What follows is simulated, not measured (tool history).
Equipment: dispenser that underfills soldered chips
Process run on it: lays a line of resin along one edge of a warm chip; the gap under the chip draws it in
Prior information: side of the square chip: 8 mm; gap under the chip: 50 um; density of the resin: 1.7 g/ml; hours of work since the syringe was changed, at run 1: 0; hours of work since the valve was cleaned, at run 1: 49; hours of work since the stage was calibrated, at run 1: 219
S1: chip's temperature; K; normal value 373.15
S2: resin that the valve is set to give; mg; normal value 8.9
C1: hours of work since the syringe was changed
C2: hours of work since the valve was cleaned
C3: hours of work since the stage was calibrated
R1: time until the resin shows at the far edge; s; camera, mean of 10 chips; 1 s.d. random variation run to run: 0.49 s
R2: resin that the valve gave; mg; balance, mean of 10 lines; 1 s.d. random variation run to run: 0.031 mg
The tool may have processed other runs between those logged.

| run | hour | S1 | S2 | C1 | C2 | C3 | R1 | R2 |
|---|---|---|---|---|---|---|---|---|
| 1 | 0 | 373.15 | 8.9 | 0 | 49 | 219 | 37.7 | 8.47 |
| 2 | 5.7 | 362.15 | 8.9 | 4 | 53 | 223 | 84.1 | 8.5 |
|  | 9.4 | new syringe of resin |
|  | 16.4 | dispensing valve cleaned and set on the balance |
|  | 19.9 | new syringe of resin |
| 3 | 20 | 373.15 | 8.9 | 0 | 2 | 232 | 36.9 | 8.78 |
|  | 30 | new syringe of resin |
| 4 | 31.2 | 373.15 | 8.9 | 1 | 10 | 239 | 38.6 | 8.78 |
|  | 39.7 | new syringe of resin |
| 5 | 42.4 | 373.15 | 8.9 | 2 | 17 | 247 | 41.2 | 8.72 |
| 6 | 48.7 | 359.15 | 8.9 | 6 | 22 | 251 | 112.6 | 8.68 |
|  | 49.7 | new syringe of resin |
|  | 60 | new syringe of resin |
| 7 | 60 | 359.15 | 8.9 | 0 | 29 | 258 | 70.8 | 8.61 |
|  | 70.3 | new syringe of resin |
| 8 | 72.3 | 359.15 | 8.09 | 1 | 37 | 267 | 79 | 7.81 |
| 9 | 78.2 | 359.15 | 8.09 | 5 | 41 | 271 | 106.9 | 7.74 |
|  | 80.1 | new syringe of resin |
|  | 89.8 | new syringe of resin |
| 10 | 89.8 | 372.15 | 10.98 | 0 | 49 | 278 | 36.8 | 10.43 |
|  | 100 | new syringe of resin |
| 11 | 100 | 387.15 | 8.9 | 0 | 56 | 285 | 19.6 | 8.35 |
|  | 106.7 | dispensing valve cleaned and set on the balance |
|  | 110.6 | new syringe of resin |
| 12 | 110.6 | 387.15 | 8.9 | 0 | 3 | 291 | 19.9 | 8.85 |
| 13 | 119.6 | 362.15 | 8.9 | 6 | 9 | 298 | 95.1 | 8.81 |
|  | 120.9 | new syringe of resin |
|  | 130.6 | new syringe of resin |
| 14 | 131.6 | 361.15 | 7.68 | 1 | 16 | 305 | 68.5 | 7.56 |
|  | 140.4 | new syringe of resin |
| 15 | 143.9 | 361.15 | 7.68 | 2 | 25 | 314 | 75.7 | 7.48 |
|  | 150 | new syringe of resin |
| 16 | 151.3 | 376.15 | 7.81 | 1 | 30 | 319 | 33.5 | 7.62 |
| 17 | 157 | 384.15 | 8.9 | 5 | 34 | 322 | 31.2 | 8.65 |

Consider 5 possible next runs. They are alternatives, not a sequence: every one starts from the tool as it was left by run 17. What does each give?
|  | 159.5 | new syringe of resin |
| A | 168.3 | 380.15 | 10.19 | 6 | 41 | 330 | ? | ? |
|  | 159.5 | new syringe of resin |
| B | 168.3 | 365.15 | 11.34 | 6 | 41 | 330 | ? | ? |
|  | 159.5 | new syringe of resin |
| C | 168.3 | 365.15 | 9.66 | 6 | 41 | 330 | ? | ? |
|  | 159.5 | new syringe of resin |
| D | 168.3 | 384.15 | 10.22 | 6 | 41 | 330 | ? | ? |
|  | 159.5 | new syringe of resin |
| E | 168.3 | 373.15 | 7.88 | 6 | 41 | 330 | ? | ? |

| run | R1 | R2 |
|---|---|---|
| A | 39.4 | 9.79 |
| B | 79.8 | 10.94 |
| C | 80.5 | 9.29 |
| D | 33 | 9.77 |
| E | 57.1 | 7.61 |
Had the tool no hidden state, the same runs would have come out as:
| run | R1 | R2 |
|---|---|---|
| A | 27.7 | 10.17 |
| B | 57.2 | 11.36 |
| C | 57.5 | 9.65 |
| D | 23.2 | 10.15 |
| E | 40.5 | 7.91 |

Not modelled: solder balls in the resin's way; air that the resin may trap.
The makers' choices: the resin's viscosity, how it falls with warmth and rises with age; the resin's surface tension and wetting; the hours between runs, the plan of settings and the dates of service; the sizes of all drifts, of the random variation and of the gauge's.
